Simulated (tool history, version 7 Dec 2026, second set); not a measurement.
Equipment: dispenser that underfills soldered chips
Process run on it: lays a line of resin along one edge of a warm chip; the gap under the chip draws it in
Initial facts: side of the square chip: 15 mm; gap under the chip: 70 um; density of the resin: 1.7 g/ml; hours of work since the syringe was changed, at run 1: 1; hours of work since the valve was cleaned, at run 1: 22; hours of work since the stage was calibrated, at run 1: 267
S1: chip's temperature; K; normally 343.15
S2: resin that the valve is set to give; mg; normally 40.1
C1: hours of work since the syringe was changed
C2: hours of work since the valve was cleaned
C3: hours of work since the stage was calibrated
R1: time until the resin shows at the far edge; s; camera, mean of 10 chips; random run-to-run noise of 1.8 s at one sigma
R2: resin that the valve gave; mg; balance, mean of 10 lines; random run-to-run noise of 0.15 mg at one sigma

run	hour	S1	S2	C1	C2	C3	R1	R2
1	0.0	343.15	40.1	1	22	267	192.8	39.37
2	9.2	343.15	40.1	7	29	273	303.4	39.42
# hour 13.8: new syringe of resin
3	20.3	343.15	40.1	4	36	280	248.3	39.27
# hour 28.9: new syringe of resin
4	30.4	343.15	40.1	1	42	287	198.2	38.91
5	39.6	356.15	40.1	7	49	293	170.3	38.65
# hour 43.7: new syringe of resin
6	51.1	331.15	39.9	5	56	301	463.7	38.67
# hour 58.0: dispensing valve cleaned and set on the balance
# hour 59.7: new syringe of resin
7	64.6	343.15	41.2	3	4	309	236.4	41.04
8	73.1	336.15	42.8	9	10	315	482.5	42.77

The next listed run, before its measurement:
# hour 75.3: new syringe of resin
9	80.6	339.15	40.1	4	15	320	?	?

{"run 9": {"R1": 283.0, "R2": 39.79}}
With the hidden condition absent and the run-to-run variation left alone, this run would have shown R1 210.4 s, R2 40.09 mg.

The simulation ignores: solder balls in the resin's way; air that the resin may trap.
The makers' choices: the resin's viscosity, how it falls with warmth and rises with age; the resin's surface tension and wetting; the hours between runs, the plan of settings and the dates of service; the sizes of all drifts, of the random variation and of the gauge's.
